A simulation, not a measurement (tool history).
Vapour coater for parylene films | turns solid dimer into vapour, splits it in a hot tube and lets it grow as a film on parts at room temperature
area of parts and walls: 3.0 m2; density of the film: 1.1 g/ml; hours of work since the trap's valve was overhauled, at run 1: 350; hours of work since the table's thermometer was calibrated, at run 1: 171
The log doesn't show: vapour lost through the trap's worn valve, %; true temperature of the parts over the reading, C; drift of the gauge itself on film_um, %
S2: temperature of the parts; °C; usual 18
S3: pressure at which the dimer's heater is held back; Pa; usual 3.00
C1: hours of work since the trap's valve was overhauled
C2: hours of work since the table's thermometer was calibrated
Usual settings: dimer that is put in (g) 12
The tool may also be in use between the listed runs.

run 1 hour=0.0 | dimer_that_is_put_in_(g)=12 S2=18 S3=3.00 | C1=350 C2=171 | thickness_of_the_film_(nm)=1910
run 2 hour=25.1 | dimer_that_is_put_in_(g)=11 S2=18 S3=3.00 | C1=366 C2=187 | thickness_of_the_film_(nm)=1720
run 3 hour=51.5 | dimer_that_is_put_in_(g)=12 S2=18 S3=3.00 | C1=383 C2=204 | thickness_of_the_film_(nm)=1890
run 4 hour=70.9 | dimer_that_is_put_in_(g)=12 S2=10 S3=3.00 | C1=395 C2=216 | thickness_of_the_film_(nm)=2460
-- hour=86.1 trap's valve overhauled
run 5 hour=89.0 | dimer_that_is_put_in_(g)=12 S2=18 S3=2.37 | C1=2 C2=225 | thickness_of_the_film_(nm)=1770
run 6 hour=110.1 | dimer_that_is_put_in_(g)=17 S2=18 S3=3.00 | C1=15 C2=239 | thickness_of_the_film_(nm)=2440
run 7 hour=130.4 | dimer_that_is_put_in_(g)=12 S2=18 S3=11.41 | C1=28 C2=252 | thickness_of_the_film_(nm)=1600
run 8 hour=146.4 | dimer_that_is_put_in_(g)=12 S2=18 S3=5.14 | C1=38 C2=262 | thickness_of_the_film_(nm)=1650
run 9 hour=171.4 | dimer_that_is_put_in_(g)=12 S2=18 S3=11.38 | C1=54 C2=278 | thickness_of_the_film_(nm)=1580
run 10 hour=184.2 | dimer_that_is_put_in_(g)=12 S2=18 S3=11.38 | C1=62 C2=286 | thickness_of_the_film_(nm)=1580
run 11 hour=206.0 | dimer_that_is_put_in_(g)=17 S2=18 S3=11.38 | C1=76 C2=300 | thickness_of_the_film_(nm)=2220
run 12 hour=229.1 | dimer_that_is_put_in_(g)=14 S2=18 S3=11.38 | C1=91 C2=314 | thickness_of_the_film_(nm)=1830
-- hour=246.2 trap's valve overhauled, once more
run 13 hour=254.2 | dimer_that_is_put_in_(g)=12 S2=18 S3=5.10 | C1=5 C2=328 | thickness_of_the_film_(nm)=2090
run 14 hour=271.9 | dimer_that_is_put_in_(g)=11 S2=18 S3=3.00 | C1=16 C2=339 | thickness_of_the_film_(nm)=1950
run 15 hour=286.7 | dimer_that_is_put_in_(g)=12 S2=27 S3=3.00 | C1=26 C2=348 | thickness_of_the_film_(nm)=1590
run 16 hour=301.8 | dimer_that_is_put_in_(g)=12 S2=18 S3=3.15 | C1=35 C2=358 | thickness_of_the_film_(nm)=2120
run 17 hour=315.5 | dimer_that_is_put_in_(g)=12 S2=18 S3=3.15 | C1=44 C2=367 | thickness_of_the_film_(nm)=2140
run 18 hour=335.5 | dimer_that_is_put_in_(g)=12 S2=18 S3=3.15 | C1=57 C2=379 | thickness_of_the_film_(nm)=2120
run 19 hour=350.5 | dimer_that_is_put_in_(g)=12 S2=18 S3=3.15 | C1=66 C2=389 | thickness_of_the_film_(nm)=2120
run 20 hour=372.5 | dimer_that_is_put_in_(g)=12 S2=18 S3=3.15 | C1=80 C2=403 | thickness_of_the_film_(nm)=2100
run 21 hour=393.8 | dimer_that_is_put_in_(g)=12 S2=26 S3=3.00 | C1=94 C2=416 | thickness_of_the_film_(nm)=1600
run 22 hour=415.0 | dimer_that_is_put_in_(g)=12 S2=26 S3=3.00 | C1=107 C2=430 | thickness_of_the_film_(nm)=1600
run 23 hour=431.6 | dimer_that_is_put_in_(g)=12 S2=26 S3=3.00 | C1=118 C2=440 | thickness_of_the_film_(nm)=1600
run 24 hour=451.9 | dimer_that_is_put_in_(g)=12 S2=18 S3=3.00 | C1=131 C2=453 | thickness_of_the_film_(nm)=2060
run 25 hour=469.6 | dimer_that_is_put_in_(g)=12 S2=18 S3=3.00 | C1=142 C2=465 | thickness_of_the_film_(nm)=2050
run 26 hour=487.7 | dimer_that_is_put_in_(g)=7 S2=18 S3=3.36 | C1=153 C2=476 | thickness_of_the_film_(nm)=1190
run 27 hour=506.6 | dimer_that_is_put_in_(g)=6 S2=11 S3=7.65 | C1=165 C2=488 | thickness_of_the_film_(nm)=1240
run 28 hour=532.0 | dimer_that_is_put_in_(g)=19 S2=16 S3=3.00 | C1=182 C2=504 | thickness_of_the_film_(nm)=3440
run 29 hour=553.2 | dimer_that_is_put_in_(g)=19 S2=16 S3=3.00 | C1=195 C2=518 | thickness_of_the_film_(nm)=3430
run 30 hour=567.4 | dimer_that_is_put_in_(g)=12 S2=22 S3=9.11 | C1=204 C2=527 | thickness_of_the_film_(nm)=1670
run 31 hour=578.9 | dimer_that_is_put_in_(g)=19 S2=18 S3=6.52 | C1=211 C2=534 | thickness_of_the_film_(nm)=3080
run 32 hour=604.5 | dimer_that_is_put_in_(g)=19 S2=18 S3=6.52 | C1=228 C2=550 | thickness_of_the_film_(nm)=3050
run 33 hour=615.1 | dimer_that_is_put_in_(g)=15 S2=14 S3=2.28 | C1=234 C2=557 | thickness_of_the_film_(nm)=2920
run 34 hour=627.6 | dimer_that_is_put_in_(g)=15 S2=14 S3=3.00 | C1=242 C2=565 | thickness_of_the_film_(nm)=2870
run 35 hour=643.2 | dimer_that_is_put_in_(g)=13 S2=11 S3=11.90 | C1=252 C2=575 | thickness_of_the_film_(nm)=2560
run 36 hour=655.4 | dimer_that_is_put_in_(g)=6 S2=18 S3=3.24 | C1=260 C2=583 | thickness_of_the_film_(nm)=1000
run 37 hour=674.3 | dimer_that_is_put_in_(g)=17 S2=18 S3=3.00 | C1=272 C2=595 | thickness_of_the_film_(nm)=2820
run 38 hour=687.8 | dimer_that_is_put_in_(g)=17 S2=18 S3=3.00 | C1=281 C2=603 | thickness_of_the_film_(nm)=2780
run 39 hour=707.9 | dimer_that_is_put_in_(g)=17 S2=18 S3=3.00 | C1=293 C2=616 | thickness_of_the_film_(nm)=2820
run 40 hour=722.1 | dimer_that_is_put_in_(g)=5 S2=16 S3=3.00 | C1=302 C2=625 | thickness_of_the_film_(nm)=890
run 41 hour=735.9 | dimer_that_is_put_in_(g)=12 S2=25 S3=2.46 | C1=311 C2=634 | thickness_of_the_film_(nm)=1570
run 42 hour=757.4 | dimer_that_is_put_in_(g)=6 S2=13 S3=2.00 | C1=325 C2=647 | thickness_of_the_film_(nm)=1180
run 43 hour=769.4 | dimer_that_is_put_in_(g)=15 S2=18 S3=2.01 | C1=332 C2=655 | thickness_of_the_film_(nm)=2530
run 44 hour=790.3 | dimer_that_is_put_in_(g)=15 S2=18 S3=2.01 | C1=346 C2=668 | thickness_of_the_film_(nm)=2490
run 45 hour=802.4 | dimer_that_is_put_in_(g)=15 S2=18 S3=2.01 | C1=353 C2=676 | thickness_of_the_film_(nm)=2490
run 46 hour=815.1 | dimer_that_is_put_in_(g)=15 S2=10 S3=4.07 | C1=361 C2=684 | thickness_of_the_film_(nm)=3120
run 47 hour=832.0 | dimer_that_is_put_in_(g)=16 S2=25 S3=3.00 | C1=372 C2=695 | thickness_of_the_film_(nm)=2060

Measured less the same run without the tool's hidden state. The same run-to-run variation is in both; the gauge's scatter may not be:
run=1 thickness_of_the_film_(nm)=-230
run=2 thickness_of_the_film_(nm)=-220
run=3 thickness_of_the_film_(nm)=-250
run=4 thickness_of_the_film_(nm)=-340
run=5 thickness_of_the_film_(nm)=-410
run=6 thickness_of_the_film_(nm)=-580
run=7 thickness_of_the_film_(nm)=-400
run=8 thickness_of_the_film_(nm)=-420
run=9 thickness_of_the_film_(nm)=-400
run=10 thickness_of_the_film_(nm)=-410
run=11 thickness_of_the_film_(nm)=-590
run=12 thickness_of_the_film_(nm)=-500
run=13 thickness_of_the_film_(nm)=+10
run=14 thickness_of_the_film_(nm)=+0
run=15 thickness_of_the_film_(nm)=+0
run=16 thickness_of_the_film_(nm)=+0
run=17 thickness_of_the_film_(nm)=-10
run=18 thickness_of_the_film_(nm)=-10
run=19 thickness_of_the_film_(nm)=-20
run=20 thickness_of_the_film_(nm)=-30
run=21 thickness_of_the_film_(nm)=-30
run=22 thickness_of_the_film_(nm)=-40
run=23 thickness_of_the_film_(nm)=-40
run=24 thickness_of_the_film_(nm)=-60
run=25 thickness_of_the_film_(nm)=-70
run=26 thickness_of_the_film_(nm)=-50
run=27 thickness_of_the_film_(nm)=-50
run=28 thickness_of_the_film_(nm)=-150
run=29 thickness_of_the_film_(nm)=-170
run=30 thickness_of_the_film_(nm)=-80
run=31 thickness_of_the_film_(nm)=-160
run=32 thickness_of_the_film_(nm)=-180
run=33 thickness_of_the_film_(nm)=-180
run=34 thickness_of_the_film_(nm)=-180
run=35 thickness_of_the_film_(nm)=-160
run=36 thickness_of_the_film_(nm)=-60
run=37 thickness_of_the_film_(nm)=-200
run=38 thickness_of_the_film_(nm)=-210
run=39 thickness_of_the_film_(nm)=-220
run=40 thickness_of_the_film_(nm)=-70
run=41 thickness_of_the_film_(nm)=-140
run=42 thickness_of_the_film_(nm)=-100
run=43 thickness_of_the_film_(nm)=-220
run=44 thickness_of_the_film_(nm)=-240
run=45 thickness_of_the_film_(nm)=-250
run=46 thickness_of_the_film_(nm)=-310
run=47 thickness_of_the_film_(nm)=-210
